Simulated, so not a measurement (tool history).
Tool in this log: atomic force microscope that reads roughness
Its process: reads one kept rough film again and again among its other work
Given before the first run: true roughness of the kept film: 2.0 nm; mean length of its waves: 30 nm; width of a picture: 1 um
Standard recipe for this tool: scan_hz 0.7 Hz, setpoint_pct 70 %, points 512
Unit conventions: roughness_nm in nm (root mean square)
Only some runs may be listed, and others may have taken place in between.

| run | hour | scan_hz | setpoint_pct | points | roughness_nm |
|---|---|---|---|---|---|
| 1 | 0 | 0.7 | 70 | 512 | 1.787 |
| 2 | 29.6 | 0.7 | 85 | 512 | 1.689 |
| 3 | 58.3 | 0.7 | 85 | 512 | 1.68 |
| 4 | 87.5 | 0.7 | 85 | 512 | 1.658 |
| 5 | 125.1 | 0.7 | 85 | 512 | 1.634 |
| 6 | 176.7 | 0.835 | 88 | 393 | 1.527 |
| 7 | 222 | 0.522 | 64 | 408 | 1.705 |
| 8 | 264.3 | 0.64 | 70 | 512 | 1.645 |
| 9 | 317.1 | 1.228 | 68 | 512 | 1.58 |
| 10 | 372.8 | 1.228 | 68 | 512 | 1.544 |

Subtracting, for every run, the result it would have given without the tool's unlogged condition from the measured result gives the following. The same run-to-run variation enters both numbers; the gauge's scatter may not:
The hidden state here: radius of the tip, nm; height scale over the true one, %; drift of the gauge itself on roughness_nm, %.
| run | roughness_nm |
|---|---|
| 1 | -0.002 |
| 2 | -0.02 |
| 3 | -0.036 |
| 4 | -0.052 |
| 5 | -0.073 |
| 6 | -0.095 |
| 7 | -0.131 |
| 8 | -0.153 |
| 9 | -0.175 |
| 10 | -0.201 |

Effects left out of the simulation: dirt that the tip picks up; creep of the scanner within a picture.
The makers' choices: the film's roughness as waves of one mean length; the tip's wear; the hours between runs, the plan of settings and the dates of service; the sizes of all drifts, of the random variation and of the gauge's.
